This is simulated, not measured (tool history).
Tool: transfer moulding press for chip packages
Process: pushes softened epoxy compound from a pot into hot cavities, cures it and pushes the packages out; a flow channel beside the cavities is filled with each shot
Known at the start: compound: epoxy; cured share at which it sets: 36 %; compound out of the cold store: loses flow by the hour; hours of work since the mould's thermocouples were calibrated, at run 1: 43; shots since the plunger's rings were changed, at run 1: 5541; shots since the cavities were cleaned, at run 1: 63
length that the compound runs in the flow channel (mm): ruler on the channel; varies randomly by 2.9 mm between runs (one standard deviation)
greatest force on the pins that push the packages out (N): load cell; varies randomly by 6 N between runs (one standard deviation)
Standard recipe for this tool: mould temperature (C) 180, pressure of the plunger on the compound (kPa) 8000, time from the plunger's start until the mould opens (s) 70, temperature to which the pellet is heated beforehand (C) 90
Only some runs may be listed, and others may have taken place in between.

run	day	mould temperature (C)	pressure of the plunger on the compound (kPa)	time from the plunger's start until the mould opens (s)	temperature to which the pellet is heated beforehand (C)	hours of work since the mould's thermocouples were calibrated	shots since the plunger's rings were changed	shots since the cavities were cleaned	incoming compound's hours out of the cold store	length that the compound runs in the flow channel (mm)	greatest force on the pins that push the packages out (N)
1	0.000	180	8000	70	90	43	5541	63	20.3	935	256
2	0.762	180	8000	70	90	52	5756	278	27.7	896	296
3	1.571	180	8000	70	90	61	5985	507	33.2	869	324
4	1.975	180	8000	70	90	66	6098	620	25.6	903	337
# day 2.904: cavities cleaned with cleaning compound and waxed
5	2.933	180	8000	70	90	76	6351	8	47.6	808	399
6	3.608	180	8000	70	90	84	6542	199	18.2	940	416
7	4.150	180	8000	50	90	90	6695	352	33.3	867	818
# day 4.475: plunger's sealing rings changed
8	5.150	180	7390	70	90	101	191	604	26.8	911	398
9	5.629	180	7390	70	90	106	326	739	9.2	994	436
# day 6.142: cavities cleaned with cleaning compound and waxed
10	6.538	180	7390	70	90	116	565	113	20.1	945	257
# day 7.121: cavities cleaned with cleaning compound and waxed, once more
11	7.204	180	7390	70	90	123	735	23	34.7	868	227
12	7.929	180	7390	70	90	131	940	228	12.2	975	304
13	8.762	180	7390	70	90	141	1175	463	42.5	836	300
14	9.375	180	7390	80	90	148	1347	635	24.6	911	291
# day 10.275: cavities cleaned with cleaning compound and waxed
15	10.275	180	6310	70	85	157	1583	0	10.5	905	233
16	11.108	180	6420	54	90	167	1819	236	16.5	883	506
17	11.758	180	6420	54	98	174	2002	419	12.9	905	532
18	12.300	183	6420	54	97	180	2154	571	39.7	772	405
19	13.083	183	6420	54	97	189	2376	793	30.3	811	474
# day 13.450: cavities cleaned with cleaning compound and waxed
20	13.608	183	6420	54	97	195	2506	45	34.6	788	306
21	14.212	183	6420	54	97	202	2676	215	20.3	846	370
22	14.904	178	8000	63	86	210	2871	410	9.0	1029	463
23	15.700	183	8000	55	84	219	3096	635	35.2	878	425
24	16.333	183	7760	102	88	226	3274	813	9.3	978	277
# day 16.571: cavities cleaned with cleaning compound and waxed
25	16.988	175	8000	70	90	233	3442	118	36.1	903	319
26	17.579	175	8000	70	90	240	3608	284	21.7	969	402
27	18.096	187	6340	72	95	246	3754	430	37.3	752	255
28	18.812	180	6220	70	90	254	3956	632	20.8	833	341

3 ways to go on from here, each from the tool as it stands after run 28. What would each give?
A	19.458	180	8170	59	89	261	4139	815	27.3	?	?
B	19.458	180	8000	61	89	261	4139	815	41.7	?	?
C	19.458	180	6550	82	90	261	4139	815	17.6	?	?

run	length that the compound runs in the flow channel (mm)	greatest force on the pins that push the packages out (N)
A	919	488
B	852	427
C	869	290
With the hidden condition removed and each run's random variation left untouched, the same runs would have given:
run	length that the compound runs in the flow channel (mm)	greatest force on the pins that push the packages out (N)
A	953	319
B	884	278
C	901	182
